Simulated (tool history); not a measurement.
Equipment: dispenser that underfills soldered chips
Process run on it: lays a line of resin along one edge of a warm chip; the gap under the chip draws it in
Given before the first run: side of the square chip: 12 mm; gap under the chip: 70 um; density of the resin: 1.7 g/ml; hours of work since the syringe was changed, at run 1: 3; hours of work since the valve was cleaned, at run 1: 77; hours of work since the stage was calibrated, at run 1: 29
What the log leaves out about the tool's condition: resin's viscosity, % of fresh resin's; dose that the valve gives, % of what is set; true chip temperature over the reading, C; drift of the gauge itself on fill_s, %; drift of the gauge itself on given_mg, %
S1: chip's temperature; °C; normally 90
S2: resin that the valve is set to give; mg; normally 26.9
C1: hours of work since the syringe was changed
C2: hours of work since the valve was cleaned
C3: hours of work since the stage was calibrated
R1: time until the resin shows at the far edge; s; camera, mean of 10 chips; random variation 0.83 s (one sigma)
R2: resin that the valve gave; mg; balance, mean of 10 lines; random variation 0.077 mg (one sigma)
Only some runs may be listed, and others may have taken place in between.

run,hour,S1,S2,C1,C2,C3,R1,R2
1,0.0,90,26.9,3,77,29,90.7,26.09
2,3.2,90,26.9,5,79,31,98.5,26.08
# hour 4.7: dispensing valve cleaned and set on the balance
# hour 5.9: new syringe of resin
3,7.7,90,26.9,1,2,33,82.4,26.98
4,11.7,81,26.9,4,5,36,134.4,26.88
# hour 14.9: new syringe of resin
5,15.1,81,26.9,0,7,38,113.7,26.76
6,18.4,81,26.9,3,10,41,129.3,26.67
7,20.5,90,31.7,4,11,42,94.1,31.61
8,22.4,81,26.9,5,12,44,145.8,26.71
# hour 23.7: new syringe of resin
9,26.9,81,26.9,2,15,47,125.7,26.76
10,29.4,81,26.9,4,17,48,133.4,26.68
# hour 32.6: new syringe of resin
11,33.0,100,26.9,0,20,51,53.6,26.67
12,35.6,100,24.8,2,21,53,59.8,24.54
13,39.4,100,24.8,5,24,55,65.1,24.53
# hour 41.6: new syringe of resin
14,41.9,90,26.9,0,26,57,80.9,26.48
15,45.6,90,26.9,3,28,60,92.2,26.52
16,49.1,90,26.9,5,31,62,103.5,26.49
# hour 50.6: new syringe of resin
17,52.5,90,26.9,1,33,64,85.8,26.66
18,56.1,92,26.9,4,36,67,89.1,26.43
19,58.8,96,26.2,6,38,69,83.8,25.72
# hour 59.4: new syringe of resin
20,62.8,96,26.2,2,40,72,71.3,25.65
21,67.3,96,26.2,6,44,75,82.5,25.59
# hour 68.2: new syringe of resin
22,70.3,96,26.2,1,46,77,66.5,25.60
23,72.6,96,26.2,3,47,79,73.1,25.64
24,76.2,97,29.1,6,50,81,77.8,28.50
# hour 77.0: new syringe of resin
25,80.5,101,28.6,2,53,84,58.1,27.84
26,84.3,94,24.7,5,56,87,92.9,23.98
# hour 85.9: new syringe of resin
27,87.4,93,27.5,1,58,89,73.2,26.67
28,91.2,93,27.5,4,60,92,84.8,26.64
29,94.2,93,27.5,6,62,94,90.6,26.78
# hour 94.7: new syringe of resin
30,97.2,96,26.3,2,64,96,68.8,25.54
31,100.7,84,26.9,4,67,98,120.5,26.03
# hour 103.5: new syringe of resin
32,104.1,104,26.9,0,69,100,48.5,26.07
33,106.3,99,33.7,2,71,102,60.9,32.70
34,108.7,86,28.6,4,73,104,109.7,27.54
# hour 112.4: new syringe of resin
35,113.4,86,28.5,1,76,107,96.7,27.47

The logged runs with the hidden state left out (each run's random variation unchanged):
run,R1,R2
1,79.1,26.98
2,77.3,27.00
3,77.4,26.95
4,110.6,26.89
5,109.8,26.80
6,111.9,26.74
7,76.2,31.73
8,111.2,26.82
9,111.0,26.91
10,108.5,26.86
11,52.6,26.88
12,53.9,24.76
13,51.9,24.79
14,77.8,26.77
15,78.6,26.85
16,78.8,26.85
17,77.3,27.05
18,71.6,26.85
19,61.6,26.15
20,62.2,26.12
21,62.3,26.11
22,60.3,26.13
23,61.6,26.20
24,58.3,29.15
25,49.3,28.52
26,69.3,24.60
27,68.3,27.39
28,69.8,27.39
29,67.9,27.57
30,62.4,26.32
31,97.4,26.85
32,46.2,26.93
33,54.2,33.80
34,89.8,28.49
35,89.8,28.47

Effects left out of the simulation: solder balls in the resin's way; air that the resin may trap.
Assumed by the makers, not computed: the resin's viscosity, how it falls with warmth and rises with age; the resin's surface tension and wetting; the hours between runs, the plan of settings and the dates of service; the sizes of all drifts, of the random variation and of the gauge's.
